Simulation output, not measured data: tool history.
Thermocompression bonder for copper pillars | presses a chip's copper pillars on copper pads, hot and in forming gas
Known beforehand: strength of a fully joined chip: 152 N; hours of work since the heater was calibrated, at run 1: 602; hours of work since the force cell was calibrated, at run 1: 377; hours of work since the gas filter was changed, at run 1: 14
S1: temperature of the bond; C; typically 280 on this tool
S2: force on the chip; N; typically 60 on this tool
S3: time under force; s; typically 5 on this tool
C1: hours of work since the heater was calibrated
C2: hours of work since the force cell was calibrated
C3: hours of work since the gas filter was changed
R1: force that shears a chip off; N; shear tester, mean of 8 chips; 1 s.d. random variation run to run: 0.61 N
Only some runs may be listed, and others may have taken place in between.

| run | day | S1 | S2 | S3 | C1 | C2 | C3 | R1 |
|---|---|---|---|---|---|---|---|---|
| 1 | 0.000 | 280 | 60 | 5 | 602 | 377 | 14 | 70.8 |
| 2 | 0.429 | 280 | 60 | 5 | 608 | 382 | 19 | 71.4 |
| 3 | 0.833 | 280 | 60 | 5 | 613 | 387 | 24 | 70.2 |
| 4 | 1.596 | 280 | 60 | 4 | 622 | 396 | 33 | 64.0 |
| 5 | 2.233 | 280 | 60 | 4 | 629 | 404 | 41 | 64.0 |
| 6 | 3.012 | 280 | 60 | 4 | 639 | 414 | 51 | 64.3 |
| 7 | 3.879 | 280 | 60 | 5 | 649 | 424 | 61 | 70.1 |
| 8 | 4.292 | 280 | 60 | 4 | 654 | 429 | 66 | 63.8 |
| 9 | 5.179 | 280 | 60 | 5 | 665 | 440 | 77 | 68.0 |
| 10 | 6.038 | 280 | 60 | 5 | 676 | 450 | 87 | 68.6 |
| 11 | 6.688 | 280 | 60 | 5 | 683 | 458 | 95 | 67.6 |
| 12 | 7.100 | 271 | 43 | 11 | 688 | 463 | 100 | 65.8 |
| 13 | 8.088 | 288 | 56 | 5 | 700 | 475 | 112 | 72.4 |
| 14 | 8.579 | 259 | 56 | 7 | 706 | 481 | 118 | 53.6 |
| 15 | 9.575 | 280 | 80 | 5 | 718 | 493 | 130 | 78.2 |
| 16 | 10.517 | 306 | 73 | 3 | 730 | 504 | 141 | 82.6 |
| 17 | 11.167 | 306 | 73 | 3 | 738 | 512 | 149 | 82.7 |
| 18 | 12.100 | 309 | 81 | 14 | 749 | 524 | 161 | 123.1 |
| 19 | 12.583 | 309 | 81 | 4 | 755 | 529 | 166 | 97.1 |
| 20 | 13.108 | 302 | 81 | 4 | 761 | 536 | 173 | 91.2 |
| 21 | 13.833 | 302 | 81 | 4 | 770 | 545 | 182 | 88.7 |

5 options for the next run, each taken on its own from the tool as it stands now. Forecast them:
| A | 14.683 | 267 | 60 | 5 | 780 | 555 | 192 | ? |
| B | 14.683 | 302 | 54 | 6 | 780 | 555 | 192 | ? |
| C | 14.683 | 280 | 53 | 3 | 780 | 555 | 192 | ? |
| D | 14.683 | 290 | 55 | 11 | 780 | 555 | 192 | ? |
| E | 14.683 | 255 | 81 | 4 | 780 | 555 | 192 | ? |

| run | R1 |
|---|---|
| A | 54.6 |
| B | 82.0 |
| C | 49.9 |
| D | 88.9 |
| E | 49.7 |
With no hidden state in the tool, these same runs would have given:
| run | R1 |
|---|---|
| A | 63.1 |
| B | 93.0 |
| C | 57.6 |
| D | 100.9 |
| E | 57.9 |
